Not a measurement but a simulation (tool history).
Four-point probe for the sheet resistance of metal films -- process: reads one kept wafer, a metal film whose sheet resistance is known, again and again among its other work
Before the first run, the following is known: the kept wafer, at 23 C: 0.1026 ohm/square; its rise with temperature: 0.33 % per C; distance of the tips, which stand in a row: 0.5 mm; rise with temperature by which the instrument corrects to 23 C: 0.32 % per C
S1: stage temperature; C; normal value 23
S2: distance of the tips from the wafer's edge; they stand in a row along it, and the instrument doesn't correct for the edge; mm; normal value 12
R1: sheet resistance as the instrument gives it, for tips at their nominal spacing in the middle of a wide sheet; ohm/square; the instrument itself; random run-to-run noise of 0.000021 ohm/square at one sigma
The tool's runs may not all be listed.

{"run": 1, "hour": 0.0, "S1": 23, "S2": 12, "R1": 0.102657}
{"run": 2, "hour": 33.7, "S1": 23, "S2": 12, "R1": 0.102679}
{"run": 3, "hour": 67.9, "S1": 23, "S2": 12, "R1": 0.102687}
{"run": 4, "hour": 94.0, "S1": 23, "S2": 38, "R1": 0.102593}
{"run": 5, "hour": 131.7, "S1": 23, "S2": 38, "R1": 0.102621}
{"run": 6, "hour": 188.4, "S1": 23, "S2": 38, "R1": 0.102649}
{"run": 7, "hour": 233.0, "S1": 23, "S2": 38, "R1": 0.102707}
{"run": 8, "hour": 283.0, "S1": 32, "S2": 38, "R1": 0.102833}
{"run": 9, "hour": 318.0, "S1": 32, "S2": 38, "R1": 0.102885}
{"run": 10, "hour": 370.5, "S1": 23, "S2": 15, "R1": 0.102831}
{"run": 11, "hour": 426.2, "S1": 23, "S2": 15, "R1": 0.102822}
{"run": 12, "hour": 466.2, "S1": 21, "S2": 12, "R1": 0.102885}
{"run": 13, "hour": 506.7, "S1": 21, "S2": 12, "R1": 0.102889}
{"run": 14, "hour": 557.4, "S1": 23, "S2": 12, "R1": 0.102977}
{"run": 15, "hour": 606.5, "S1": 23, "S2": 24, "R1": 0.102938}
{"run": 16, "hour": 630.9, "S1": 23, "S2": 12, "R1": 0.103}
{"hour": 650.4, "done": "new probe head fitted"}
{"run": 17, "hour": 663.5, "S1": 34, "S2": 12, "R1": 0.102819}
{"run": 18, "hour": 704.1, "S1": 34, "S2": 12, "R1": 0.102837}
{"run": 19, "hour": 750.9, "S1": 34, "S2": 12, "R1": 0.102826}
{"run": 20, "hour": 806.3, "S1": 34, "S2": 12, "R1": 0.102898}
{"run": 21, "hour": 830.8, "S1": 34, "S2": 12, "R1": 0.102906}
{"hour": 836.3, "done": "stage's thermometer calibrated"}
{"run": 22, "hour": 858.2, "S1": 23, "S2": 12, "R1": 0.102828}
{"run": 23, "hour": 900.8, "S1": 34, "S2": 51, "R1": 0.10288}
{"run": 24, "hour": 951.1, "S1": 25, "S2": 6, "R1": 0.103194}
{"run": 25, "hour": 983.2, "S1": 25, "S2": 6, "R1": 0.1032}
{"run": 26, "hour": 1039.0, "S1": 25, "S2": 6, "R1": 0.103187}
{"run": 27, "hour": 1063.4, "S1": 25, "S2": 6, "R1": 0.103209}
{"run": 28, "hour": 1121.0, "S1": 35, "S2": 42, "R1": 0.103006}
{"hour": 1170.2, "done": "stage's thermometer calibrated, once more"}
{"run": 29, "hour": 1173.1, "S1": 35, "S2": 42, "R1": 0.102987}
{"run": 30, "hour": 1202.9, "S1": 35, "S2": 42, "R1": 0.102986}
{"run": 31, "hour": 1247.4, "S1": 22, "S2": 5, "R1": 0.103402}
{"run": 32, "hour": 1293.1, "S1": 32, "S2": 9, "R1": 0.103173}
{"run": 33, "hour": 1330.5, "S1": 32, "S2": 9, "R1": 0.103163}
{"run": 34, "hour": 1378.4, "S1": 20, "S2": 25, "R1": 0.102907}
{"run": 35, "hour": 1431.8, "S1": 23, "S2": 28, "R1": 0.102953}
{"run": 36, "hour": 1467.5, "S1": 27, "S2": 29, "R1": 0.10305}
{"run": 37, "hour": 1511.0, "S1": 27, "S2": 29, "R1": 0.103036}
{"run": 38, "hour": 1560.3, "S1": 27, "S2": 16, "R1": 0.103139}
{"run": 39, "hour": 1614.7, "S1": 29, "S2": 10, "R1": 0.103234}

Here are 3 independent what-if runs from the current tool condition. What would each one return?
{"run": "A", "hour": 1642.8, "S1": 22, "S2": 41, "R1": "?"}
{"run": "B", "hour": 1642.8, "S1": 28, "S2": 4, "R1": "?"}
{"run": "C", "hour": 1642.8, "S1": 31, "S2": 10, "R1": "?"}

run=A R1=0.103061
run=B R1=0.103981
run=C R1=0.103285
Had the tool no hidden state, the same runs would have come out as:
run=A R1=0.102595
run=B R1=0.103512
run=C R1=0.102819

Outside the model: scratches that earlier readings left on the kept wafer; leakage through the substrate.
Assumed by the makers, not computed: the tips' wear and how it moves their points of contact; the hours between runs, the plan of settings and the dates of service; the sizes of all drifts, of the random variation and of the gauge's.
